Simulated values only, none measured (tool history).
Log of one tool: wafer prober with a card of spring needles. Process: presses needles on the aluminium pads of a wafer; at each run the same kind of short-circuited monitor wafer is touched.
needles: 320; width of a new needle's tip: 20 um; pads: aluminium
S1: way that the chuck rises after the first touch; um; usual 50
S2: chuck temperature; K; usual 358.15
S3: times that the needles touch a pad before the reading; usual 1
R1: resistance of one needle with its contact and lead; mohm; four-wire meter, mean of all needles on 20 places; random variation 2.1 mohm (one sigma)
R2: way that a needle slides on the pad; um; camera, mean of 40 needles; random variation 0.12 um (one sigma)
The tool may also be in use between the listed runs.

{"run": 1, "day": 0.0, "S1": 50, "S2": 358.15, "S3": 1, "R1": 340, "R2": 6.62}
{"day": 0.046, "done": "tips cleaned on abrasive film"}
{"day": 0.258, "done": "tips cleaned on abrasive film"}
{"day": 0.475, "done": "tips cleaned on abrasive film"}
{"day": 0.646, "done": "tips cleaned on abrasive film"}
{"day": 0.858, "done": "tips cleaned on abrasive film"}
{"day": 1.029, "done": "tips cleaned on abrasive film"}
{"day": 1.242, "done": "tips cleaned on abrasive film"}
{"day": 1.458, "done": "tips cleaned on abrasive film"}
{"day": 1.671, "done": "tips cleaned on abrasive film"}
{"day": 1.883, "done": "tips cleaned on abrasive film"}
{"run": 2, "day": 1.962, "S1": 50, "S2": 358.15, "S3": 1, "R1": 307, "R2": 6.33}
{"day": 2.092, "done": "tips cleaned on abrasive film"}
{"day": 2.308, "done": "tips cleaned on abrasive film"}
{"day": 2.479, "done": "tips cleaned on abrasive film"}
{"day": 2.692, "done": "tips cleaned on abrasive film"}
{"day": 2.904, "done": "tips cleaned on abrasive film"}
{"day": 3.075, "done": "tips cleaned on abrasive film"}
{"day": 3.292, "done": "tips cleaned on abrasive film"}
{"day": 3.504, "done": "tips cleaned on abrasive film"}
{"day": 3.717, "done": "tips cleaned on abrasive film"}
{"day": 3.929, "done": "tips cleaned on abrasive film"}
{"day": 4.146, "done": "tips cleaned on abrasive film"}
{"day": 4.358, "done": "tips cleaned on abrasive film"}
{"run": 3, "day": 4.396, "S1": 62, "S2": 358.15, "S3": 1, "R1": 259, "R2": 8.12}
{"day": 4.567, "done": "tips cleaned on abrasive film"}
{"day": 4.738, "done": "tips cleaned on abrasive film"}
{"day": 4.95, "done": "tips cleaned on abrasive film"}
{"day": 5.167, "done": "tips cleaned on abrasive film"}
{"day": 5.379, "done": "tips cleaned on abrasive film"}
{"day": 5.592, "done": "tips cleaned on abrasive film"}
{"day": 5.762, "done": "tips cleaned on abrasive film"}
{"day": 5.979, "done": "tips cleaned on abrasive film"}
{"day": 6.192, "done": "tips cleaned on abrasive film"}
{"run": 4, "day": 6.192, "S1": 62, "S2": 358.15, "S3": 1, "R1": 247, "R2": 7.95}
{"day": 6.362, "done": "tips cleaned on abrasive film"}
{"day": 6.579, "done": "tips cleaned on abrasive film"}
{"day": 6.792, "done": "tips cleaned on abrasive film"}
{"day": 6.929, "done": "height of the first contact set anew"}
{"day": 7.017, "done": "tips cleaned on abrasive film"}
{"day": 7.188, "done": "tips cleaned on abrasive film"}
{"day": 7.4, "done": "tips cleaned on abrasive film"}
{"day": 7.575, "done": "tips cleaned on abrasive film"}
{"day": 7.788, "done": "tips cleaned on abrasive film"}
{"day": 7.958, "done": "tips cleaned on abrasive film"}
{"day": 8.129, "done": "tips cleaned on abrasive film"}
{"run": 5, "day": 8.129, "S1": 50, "S2": 358.15, "S3": 1, "R1": 261, "R2": 5.99}
{"day": 8.308, "done": "tips cleaned on abrasive film"}
{"day": 8.479, "done": "tips cleaned on abrasive film"}
{"day": 8.692, "done": "tips cleaned on abrasive film"}
{"day": 8.908, "done": "tips cleaned on abrasive film"}
{"day": 9.079, "done": "tips cleaned on abrasive film"}
{"day": 9.292, "done": "tips cleaned on abrasive film"}
{"day": 9.504, "done": "tips cleaned on abrasive film"}
{"day": 9.721, "done": "tips cleaned on abrasive film"}
{"day": 9.892, "done": "tips cleaned on abrasive film"}
{"day": 10.104, "done": "tips cleaned on abrasive film"}
{"day": 10.317, "done": "tips cleaned on abrasive film"}
{"run": 6, "day": 10.388, "S1": 50, "S2": 358.15, "S3": 1, "R1": 332, "R2": 5.78}
{"day": 10.517, "done": "tips cleaned on abrasive film"}
{"day": 10.729, "done": "tips cleaned on abrasive film"}
{"day": 10.9, "done": "tips cleaned on abrasive film"}
{"day": 11.117, "done": "tips cleaned on abrasive film"}
{"day": 11.329, "done": "tips cleaned on abrasive film"}
{"day": 11.542, "done": "tips cleaned on abrasive film"}
{"day": 11.754, "done": "tips cleaned on abrasive film"}
{"day": 11.929, "done": "tips cleaned on abrasive film"}
{"day": 12.142, "done": "tips cleaned on abrasive film"}
{"day": 12.354, "done": "tips cleaned on abrasive film"}
{"day": 12.567, "done": "tips cleaned on abrasive film"}
{"day": 12.783, "done": "tips cleaned on abrasive film"}
{"run": 7, "day": 12.892, "S1": 50, "S2": 358.15, "S3": 1, "R1": 377, "R2": 5.45}
{"day": 12.979, "done": "tips cleaned on abrasive film"}
{"day": 13.15, "done": "tips cleaned on abrasive film"}
{"day": 13.362, "done": "tips cleaned on abrasive film"}
{"day": 13.579, "done": "tips cleaned on abrasive film"}
{"day": 13.792, "done": "tips cleaned on abrasive film"}
{"day": 14.004, "done": "tips cleaned on abrasive film"}
{"day": 14.217, "done": "tips cleaned on abrasive film"}
{"day": 14.388, "done": "tips cleaned on abrasive film"}
{"day": 14.604, "done": "tips cleaned on abrasive film"}
{"run": 8, "day": 14.608, "S1": 50, "S2": 305.15, "S3": 1, "R1": 252, "R2": 5.45}
{"day": 14.779, "done": "tips cleaned on abrasive film"}
{"day": 14.95, "done": "tips cleaned on abrasive film"}
{"day": 15.162, "done": "tips cleaned on abrasive film"}
{"day": 15.379, "done": "tips cleaned on abrasive film"}
{"day": 15.55, "done": "tips cleaned on abrasive film"}
{"day": 15.762, "done": "tips cleaned on abrasive film"}
{"day": 15.933, "done": "tips cleaned on abrasive film"}
{"day": 16.146, "done": "tips cleaned on abrasive film"}
{"day": 16.362, "done": "tips cleaned on abrasive film"}
{"day": 16.575, "done": "tips cleaned on abrasive film"}
{"day": 16.746, "done": "tips cleaned on abrasive film"}
{"run": 9, "day": 16.846, "S1": 50, "S2": 305.15, "S3": 1, "R1": 404, "R2": 5.12}
{"day": 16.933, "done": "tips cleaned on abrasive film"}
{"day": 17.104, "done": "tips cleaned on abrasive film"}
{"day": 17.321, "done": "tips cleaned on abrasive film"}
{"day": 17.533, "done": "tips cleaned on abrasive film"}
{"day": 17.704, "done": "tips cleaned on abrasive film"}
{"day": 17.917, "done": "tips cleaned on abrasive film"}
{"day": 18.129, "done": "tips cleaned on abrasive film"}
{"day": 18.312, "done": "height of the first contact set anew, once more"}
{"day": 18.317, "done": "tips cleaned on abrasive film"}
{"run": 10, "day": 18.429, "S1": 50, "S2": 305.15, "S3": 1, "R1": 327, "R2": 7.04}
{"day": 18.517, "done": "tips cleaned on abrasive film"}
{"day": 18.688, "done": "tips cleaned on abrasive film"}
{"day": 18.904, "done": "tips cleaned on abrasive film"}
{"day": 19.075, "done": "tips cleaned on abrasive film"}
{"day": 19.288, "done": "tips cleaned on abrasive film"}
{"day": 19.5, "done": "tips cleaned on abrasive film"}
{"day": 19.717, "done": "tips cleaned on abrasive film"}
{"day": 19.929, "done": "tips cleaned on abrasive film"}
{"day": 20.142, "done": "tips cleaned on abrasive film"}
{"day": 20.354, "done": "tips cleaned on abrasive film"}
{"day": 20.525, "done": "tips cleaned on abrasive film"}
{"run": 11, "day": 20.638, "S1": 50, "S2": 355.15, "S3": 1, "R1": 330, "R2": 6.72}
{"day": 20.725, "done": "tips cleaned on abrasive film"}
{"day": 20.938, "done": "tips cleaned on abrasive film"}
{"day": 21.108, "done": "tips cleaned on abrasive film"}
{"day": 21.321, "done": "tips cleaned on abrasive film"}
{"day": 21.538, "done": "tips cleaned on abrasive film"}
{"day": 21.75, "done": "tips cleaned on abrasive film"}
{"day": 21.962, "done": "tips cleaned on abrasive film"}
{"day": 22.175, "done": "tips cleaned on abrasive film"}
{"day": 22.392, "done": "tips cleaned on abrasive film"}
{"day": 22.604, "done": "tips cleaned on abrasive film"}
{"day": 22.817, "done": "tips cleaned on abrasive film"}
{"run": 12, "day": 22.888, "S1": 50, "S2": 355.15, "S3": 1, "R1": 317, "R2": 6.8}
{"day": 23.017, "done": "tips cleaned on abrasive film"}
{"day": 23.233, "done": "tips cleaned on abrasive film"}
{"day": 23.446, "done": "tips cleaned on abrasive film"}
{"day": 23.617, "done": "tips cleaned on abrasive film"}
{"day": 23.788, "done": "tips cleaned on abrasive film"}
{"day": 24.004, "done": "tips cleaned on abrasive film"}
{"day": 24.175, "done": "tips cleaned on abrasive film"}
{"run": 13, "day": 24.271, "S1": 50, "S2": 355.15, "S3": 1, "R1": 337, "R2": 6.66}
{"day": 24.358, "done": "tips cleaned on abrasive film"}
{"day": 24.571, "done": "tips cleaned on abrasive film"}
{"day": 24.783, "done": "tips cleaned on abrasive film"}
{"day": 25.0, "done": "tips cleaned on abrasive film"}
{"day": 25.212, "done": "tips cleaned on abrasive film"}
{"day": 25.425, "done": "tips cleaned on abrasive film"}
{"day": 25.596, "done": "tips cleaned on abrasive film"}
{"run": 14, "day": 25.604, "S1": 57, "S2": 333.15, "S3": 1, "R1": 248, "R2": 7.57}
{"day": 25.775, "done": "tips cleaned on abrasive film"}
{"day": 25.992, "done": "tips cleaned on abrasive film"}
{"day": 26.204, "done": "tips cleaned on abrasive film"}
{"day": 26.417, "done": "tips cleaned on abrasive film"}
{"day": 26.629, "done": "tips cleaned on abrasive film"}
{"day": 26.842, "done": "tips cleaned on abrasive film"}
{"day": 27.017, "done": "tips cleaned on abrasive film"}
{"day": 27.229, "done": "tips cleaned on abrasive film"}
{"run": 15, "day": 27.354, "S1": 57, "S2": 333.15, "S3": 1, "R1": 327, "R2": 7.33}
{"day": 27.442, "done": "tips cleaned on abrasive film"}
{"day": 27.612, "done": "tips cleaned on abrasive film"}
{"day": 27.825, "done": "tips cleaned on abrasive film"}
{"day": 28.042, "done": "tips cleaned on abrasive film"}
{"day": 28.254, "done": "tips cleaned on abrasive film"}
{"day": 28.425, "done": "tips cleaned on abrasive film"}
{"day": 28.638, "done": "tips cleaned on abrasive film"}
{"day": 28.854, "done": "tips cleaned on abrasive film"}
{"day": 29.025, "done": "tips cleaned on abrasive film"}
{"day": 29.238, "done": "tips cleaned on abrasive film"}
{"day": 29.45, "done": "tips cleaned on abrasive film"}
{"day": 29.662, "done": "tips cleaned on abrasive film"}
{"run": 16, "day": 29.704, "S1": 54, "S2": 313.15, "S3": 1, "R1": 290, "R2": 6.84}
{"day": 29.875, "done": "tips cleaned on abrasive film"}
{"day": 30.092, "done": "tips cleaned on abrasive film"}
{"day": 30.304, "done": "tips cleaned on abrasive film"}
{"day": 30.517, "done": "tips cleaned on abrasive film"}
{"day": 30.688, "done": "tips cleaned on abrasive film"}
{"day": 30.904, "done": "tips cleaned on abrasive film"}
{"day": 31.075, "done": "tips cleaned on abrasive film"}
{"day": 31.288, "done": "tips cleaned on abrasive film"}
{"day": 31.467, "done": "height of the first contact set anew"}
{"day": 31.512, "done": "tips cleaned on abrasive film"}
{"day": 31.729, "done": "tips cleaned on abrasive film"}
{"day": 31.942, "done": "tips cleaned on abrasive film"}
{"day": 32.154, "done": "tips cleaned on abrasive film"}
{"run": 17, "day": 32.212, "S1": 55, "S2": 316.15, "S3": 1, "R1": 279, "R2": 7.74}

Forecast each of these 5 alternatives for the next run:
{"day": 32.342, "done": "tips cleaned on abrasive film"}
{"day": 32.554, "done": "tips cleaned on abrasive film"}
{"day": 32.725, "done": "tips cleaned on abrasive film"}
{"day": 32.938, "done": "tips cleaned on abrasive film"}
{"day": 33.154, "done": "tips cleaned on abrasive film"}
{"day": 33.367, "done": "tips cleaned on abrasive film"}
{"day": 33.538, "done": "tips cleaned on abrasive film"}
{"day": 33.75, "done": "tips cleaned on abrasive film"}
{"run": "A", "day": 33.767, "S1": 44, "S2": 358.15, "S3": 2, "R1": "?", "R2": "?"}
{"day": 32.342, "done": "tips cleaned on abrasive film"}
{"day": 32.554, "done": "tips cleaned on abrasive film"}
{"day": 32.725, "done": "tips cleaned on abrasive film"}
{"day": 32.938, "done": "tips cleaned on abrasive film"}
{"day": 33.154, "done": "tips cleaned on abrasive film"}
{"day": 33.367, "done": "tips cleaned on abrasive film"}
{"day": 33.538, "done": "tips cleaned on abrasive film"}
{"day": 33.75, "done": "tips cleaned on abrasive film"}
{"run": "B", "day": 33.767, "S1": 55, "S2": 316.15, "S3": 1, "R1": "?", "R2": "?"}
{"day": 32.342, "done": "tips cleaned on abrasive film"}
{"day": 32.554, "done": "tips cleaned on abrasive film"}
{"day": 32.725, "done": "tips cleaned on abrasive film"}
{"day": 32.938, "done": "tips cleaned on abrasive film"}
{"day": 33.154, "done": "tips cleaned on abrasive film"}
{"day": 33.367, "done": "tips cleaned on abrasive film"}
{"day": 33.538, "done": "tips cleaned on abrasive film"}
{"day": 33.75, "done": "tips cleaned on abrasive film"}
{"run": "C", "day": 33.767, "S1": 55, "S2": 311.15, "S3": 1, "R1": "?", "R2": "?"}
{"day": 32.342, "done": "tips cleaned on abrasive film"}
{"day": 32.554, "done": "tips cleaned on abrasive film"}
{"day": 32.725, "done": "tips cleaned on abrasive film"}
{"day": 32.938, "done": "tips cleaned on abrasive film"}
{"day": 33.154, "done": "tips cleaned on abrasive film"}
{"day": 33.367, "done": "tips cleaned on abrasive film"}
{"day": 33.538, "done": "tips cleaned on abrasive film"}
{"day": 33.75, "done": "tips cleaned on abrasive film"}
{"run": "D", "day": 33.767, "S1": 50, "S2": 358.15, "S3": 1, "R1": "?", "R2": "?"}
{"day": 32.342, "done": "tips cleaned on abrasive film"}
{"day": 32.554, "done": "tips cleaned on abrasive film"}
{"day": 32.725, "done": "tips cleaned on abrasive film"}
{"day": 32.938, "done": "tips cleaned on abrasive film"}
{"day": 33.154, "done": "tips cleaned on abrasive film"}
{"day": 33.367, "done": "tips cleaned on abrasive film"}
{"day": 33.538, "done": "tips cleaned on abrasive film"}
{"day": 33.75, "done": "tips cleaned on abrasive film"}
{"run": "E", "day": 33.767, "S1": 42, "S2": 316.15, "S3": 3, "R1": "?", "R2": "?"}

run=A R1=264 R2=6.08
run=B R1=250 R2=7.46
run=C R1=242 R2=7.74
run=D R1=263 R2=6.86
run=E R1=248 R2=5.76
Without the tool's hidden state the same runs would have given:
run=A R1=235 R2=6.25
run=B R1=223 R2=7.62
run=C R1=215 R2=7.9
run=D R1=232 R2=7.03
run=E R1=225 R2=5.93
